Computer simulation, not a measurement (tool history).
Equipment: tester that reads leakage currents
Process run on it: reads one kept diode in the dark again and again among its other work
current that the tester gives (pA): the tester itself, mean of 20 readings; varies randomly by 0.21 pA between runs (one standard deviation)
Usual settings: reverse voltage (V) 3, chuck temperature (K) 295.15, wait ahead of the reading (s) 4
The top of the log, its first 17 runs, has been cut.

run,hour,reverse voltage (V),chuck temperature (K),wait ahead of the reading (s),hours of work since the probe card was cleaned,hours of work since the tester was calibrated,hours of work since the chuck was calibrated,current that the tester gives (pA)
18,2658.4,3,295.15,4,423,4275,503,71.45
19,2821.6,3,321.15,4,512,4364,592,620.45
20,2984.7,3,321.15,4,602,4453,682,624.73
21,3184.4,9.81,293.15,4,711,4562,791,91.58
22,3345.7,2.63,323.15,1.02,799,4651,879,716.34
# hour 3469.3: chuck's temperature calibrated
23,3507.2,2.63,323.15,1.02,886,4738,21,653.37
# hour 3553: tester calibrated
24,3651.3,5.36,295.15,8.29,964,54,98,84.63
25,3778,2.79,320.15,8.29,1033,123,168,549.27
26,4017,2.79,320.15,8.29,1164,254,299,556.5
# hour 4063.2: probe card cleaned and baked
27,4202.1,16.25,314.15,7.26,76,353,398,608.03
28,4399.8,18.45,298.15,4,184,462,506,169.2
29,4556.1,3,332.15,0.4,270,547,592,1436.26
30,4696.1,4.79,332.15,1.19,346,624,668,1669.74
31,4820.5,3,315.15,4,414,692,736,405.05
32,4932.6,1.14,295.15,2.42,476,753,798,55.96
33,5128.2,1.1,295.15,2.42,583,860,905,56.18
# hour 5204.9: chuck's temperature calibrated
34,5368.6,3,332.15,2.85,713,990,90,1379.76
35,5480,3.74,297.15,0.48,774,1051,150,92.59
36,5721.7,1.94,297.15,0.38,906,1184,283,76.54
37,5909.5,1.94,297.15,0.38,1009,1286,385,77.54
38,6019.7,15,296.15,0.85,1069,1347,446,142.34
39,6161.1,3.04,327.15,3.03,1146,1424,523,1005.51
# hour 6234.3: probe card cleaned and baked
40,6311.1,4.22,299.15,8.94,42,1504,603,117.65

3 options for the next run, each taken on its own from the tool as it stands now. Forecast them:
A,6499.8,3.69,304.15,0.78,145,1607,707,?
B,6499.8,2.08,309.15,7.82,145,1607,707,?
C,6499.8,1.19,302.15,4.56,145,1607,707,?

run,current that the tester gives (pA)
A,176.54
B,223.28
C,104.77
Without the tool's unlogged condition, the same runs would have read:
run,current that the tester gives (pA)
A,161.08
B,204.37
C,95.48
